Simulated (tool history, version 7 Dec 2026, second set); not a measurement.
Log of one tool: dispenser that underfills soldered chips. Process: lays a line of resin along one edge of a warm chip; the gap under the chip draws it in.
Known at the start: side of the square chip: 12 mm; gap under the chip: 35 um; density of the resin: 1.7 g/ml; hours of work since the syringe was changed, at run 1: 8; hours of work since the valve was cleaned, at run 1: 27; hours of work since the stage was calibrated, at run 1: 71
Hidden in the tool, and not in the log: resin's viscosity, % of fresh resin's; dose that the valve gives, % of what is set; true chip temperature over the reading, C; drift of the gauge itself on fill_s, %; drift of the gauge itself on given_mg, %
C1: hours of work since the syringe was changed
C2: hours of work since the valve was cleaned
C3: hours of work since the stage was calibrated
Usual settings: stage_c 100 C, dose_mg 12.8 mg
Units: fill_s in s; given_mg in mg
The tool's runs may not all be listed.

run 1 day=0 | stage_c=100 dose_mg=12.8 | C1=8 C2=27 C3=71 | fill_s=690.4 given_mg=12.46
-- day=0.108 new syringe of resin
run 2 day=0.125 | stage_c=100 dose_mg=12.8 | C1=0 C2=28 C3=73 | fill_s=344.1 given_mg=12.38
run 3 day=0.283 | stage_c=100 dose_mg=12.8 | C1=3 C2=31 C3=75 | fill_s=425.1 given_mg=12.48
run 4 day=0.408 | stage_c=87 dose_mg=12.8 | C1=4 C2=33 C3=77 | fill_s=702.5 given_mg=12.41
run 5 day=0.508 | stage_c=101 dose_mg=12.8 | C1=6 C2=34 C3=78 | fill_s=534.9 given_mg=12.3
run 6 day=0.6 | stage_c=101 dose_mg=12.8 | C1=7 C2=35 C3=80 | fill_s=600.8 given_mg=12.4
-- day=0.771 new syringe of resin
run 7 day=0.771 | stage_c=101 dose_mg=12.8 | C1=0 C2=38 C3=82 | fill_s=329.1 given_mg=12.34
run 8 day=0.883 | stage_c=101 dose_mg=12.8 | C1=2 C2=39 C3=84 | fill_s=376.9 given_mg=12.39
run 9 day=0.996 | stage_c=101 dose_mg=12.8 | C1=3 C2=41 C3=85 | fill_s=432.7 given_mg=12.49
run 10 day=1.104 | stage_c=101 dose_mg=12.8 | C1=5 C2=43 C3=87 | fill_s=497.4 given_mg=12.44
run 11 day=1.279 | stage_c=101 dose_mg=12.8 | C1=7 C2=45 C3=89 | fill_s=631.1 given_mg=12.3
-- day=1.433 new syringe of resin
run 12 day=1.467 | stage_c=101 dose_mg=12.8 | C1=0 C2=48 C3=92 | fill_s=349.9 given_mg=12.35
run 13 day=1.621 | stage_c=87 dose_mg=12.1 | C1=3 C2=50 C3=94 | fill_s=614 given_mg=11.64
run 14 day=1.821 | stage_c=107 dose_mg=11.9 | C1=6 C2=53 C3=97 | fill_s=469.3 given_mg=11.36
run 15 day=1.912 | stage_c=102 dose_mg=14.8 | C1=7 C2=54 C3=99 | fill_s=573.1 given_mg=14.16
run 16 day=2.017 | stage_c=102 dose_mg=14.8 | C1=8 C2=56 C3=100 | fill_s=647.2 given_mg=14.07
-- day=2.092 new syringe of resin
run 17 day=2.175 | stage_c=100 dose_mg=15 | C1=1 C2=58 C3=102 | fill_s=370.9 given_mg=14.33
run 18 day=2.283 | stage_c=107 dose_mg=13.8 | C1=3 C2=59 C3=104 | fill_s=359.8 given_mg=13.11
run 19 day=2.442 | stage_c=97 dose_mg=12.8 | C1=5 C2=62 C3=106 | fill_s=574.6 given_mg=12.06

Measured less the same run without the tool's hidden state. The same run-to-run variation is in both; the gauge's scatter may not be:
run=1 fill_s=+341.4 given_mg=-0.29
run=2 fill_s=+0.3 given_mg=-0.31
run=3 fill_s=+76.4 given_mg=-0.34
run=4 fill_s=+205.8 given_mg=-0.37
run=5 fill_s=+200.6 given_mg=-0.37
run=6 fill_s=+265.3 given_mg=-0.39
run=7 fill_s=-6.7 given_mg=-0.42
run=8 fill_s=+41.1 given_mg=-0.44
run=9 fill_s=+97 given_mg=-0.45
run=10 fill_s=+159.6 given_mg=-0.47
run=11 fill_s=+285.9 given_mg=-0.5
run=12 fill_s=+12.9 given_mg=-0.53
run=13 fill_s=+125.6 given_mg=-0.53
run=14 fill_s=+177 given_mg=-0.54
run=15 fill_s=+251.8 given_mg=-0.7
run=16 fill_s=+327.6 given_mg=-0.71
run=17 fill_s=+32.2 given_mg=-0.76
run=18 fill_s=+72.5 given_mg=-0.71
run=19 fill_s=+197.6 given_mg=-0.69
